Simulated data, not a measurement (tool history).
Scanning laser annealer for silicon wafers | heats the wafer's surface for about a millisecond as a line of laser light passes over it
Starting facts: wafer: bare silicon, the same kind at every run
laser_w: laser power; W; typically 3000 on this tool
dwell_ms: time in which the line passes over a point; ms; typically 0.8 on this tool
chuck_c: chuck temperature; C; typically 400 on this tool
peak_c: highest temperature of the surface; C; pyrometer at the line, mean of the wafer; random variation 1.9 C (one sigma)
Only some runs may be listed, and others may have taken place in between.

run,hour,laser_w,dwell_ms,chuck_c,peak_c
1,0,3000,0.8,400,1139
2,33.6,3000,0.8,372,1110
3,77.3,3000,0.8,372,1109
# hour 103.3: optics aligned, line set to its width
4,120.8,3000,0.8,400,1127
5,161.2,3000,0.8,400,1127
6,208,3000,0.8,365,1091
# hour 220.7: optics aligned, line set to its width, once more
7,253.4,3024,0.8,400,1148
8,291.3,3000,0.67,400,1074
9,314.1,3000,0.593,400,1037
10,355,3000,0.8,362,1100
11,379.9,2663,0.8,391,1037
12,415.5,2663,0.8,391,1037
13,447.5,3000,0.605,400,1035
14,493.8,3000,0.605,367,1001
15,531.5,3000,0.618,424,1062
# hour 539.6: window over the wafer cleaned
16,574.8,2717,0.818,368,1067
17,597.4,2717,0.818,368,1069
18,632.6,2717,0.876,376,1099
19,679.7,2717,0.876,377,1094
20,706.1,2887,0.782,431,1154

Consider 3 possible next runs. They are alternatives, not a sequence: every one starts from the tool as it was left by run 20. What does each give?
A,752,2603,0.782,439,?
B,752,3000,0.833,372,?
C,752,3189,0.782,410,?

run,peak_c
A,1085
B,1144
C,1208
Stripped of hidden state, with their random variation kept, the same runs would have yielded:
run,peak_c
A,1099
B,1161
C,1225
